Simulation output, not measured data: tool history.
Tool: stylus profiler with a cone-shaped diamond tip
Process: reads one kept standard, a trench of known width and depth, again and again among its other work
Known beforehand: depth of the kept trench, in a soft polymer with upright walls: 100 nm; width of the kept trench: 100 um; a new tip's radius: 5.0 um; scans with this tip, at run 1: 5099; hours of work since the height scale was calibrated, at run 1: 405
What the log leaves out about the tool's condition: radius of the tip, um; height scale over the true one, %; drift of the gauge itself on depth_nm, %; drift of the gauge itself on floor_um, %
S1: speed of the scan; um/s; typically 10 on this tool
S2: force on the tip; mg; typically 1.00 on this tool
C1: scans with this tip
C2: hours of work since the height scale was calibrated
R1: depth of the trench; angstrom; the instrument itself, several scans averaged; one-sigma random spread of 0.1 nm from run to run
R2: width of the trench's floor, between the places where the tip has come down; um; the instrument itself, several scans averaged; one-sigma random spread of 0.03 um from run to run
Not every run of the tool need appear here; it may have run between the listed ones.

{"run": 1, "hour": 0.0, "S1": 10, "S2": 1.0, "C1": 5099, "C2": 405, "R1": 1008.3, "R2": 97.66}
{"run": 2, "hour": 33.6, "S1": 10, "S2": 1.0, "C1": 5307, "C2": 422, "R1": 1008.2, "R2": 97.66}
{"run": 3, "hour": 67.6, "S1": 10, "S2": 0.37, "C1": 5519, "C2": 438, "R1": 1005.5, "R2": 97.65}
{"run": 4, "hour": 98.2, "S1": 10, "S2": 0.37, "C1": 5710, "C2": 454, "R1": 1005.9, "R2": 97.61}
{"run": 5, "hour": 121.7, "S1": 10, "S2": 0.37, "C1": 5856, "C2": 465, "R1": 1005.5, "R2": 97.61}
{"hour": 125.1, "done": "height scale calibrated on a step standard"}
{"run": 6, "hour": 137.7, "S1": 4, "S2": 0.34, "C1": 5952, "C2": 6, "R1": 1007.0, "R2": 97.71}
{"run": 7, "hour": 157.4, "S1": 10, "S2": 0.81, "C1": 6075, "C2": 16, "R1": 1009.9, "R2": 97.65}
{"run": 8, "hour": 175.7, "S1": 10, "S2": 0.81, "C1": 6188, "C2": 25, "R1": 1008.3, "R2": 97.65}

Run 9 has not been measured yet. What should we expect?
{"hour": 194.5, "done": "height scale calibrated on a step standard, once more"}
{"run": 9, "hour": 194.5, "S1": 10, "S2": 0.81, "C1": 6302, "C2": 0, "R1": "?", "R2": "?"}

{"run 9": {"R1": 1004.8, "R2": 97.6}}
Were there no unlogged condition in the tool, this run, its random variation unchanged, would have produced R1 1005.1 angstrom, R2 97.95 um.

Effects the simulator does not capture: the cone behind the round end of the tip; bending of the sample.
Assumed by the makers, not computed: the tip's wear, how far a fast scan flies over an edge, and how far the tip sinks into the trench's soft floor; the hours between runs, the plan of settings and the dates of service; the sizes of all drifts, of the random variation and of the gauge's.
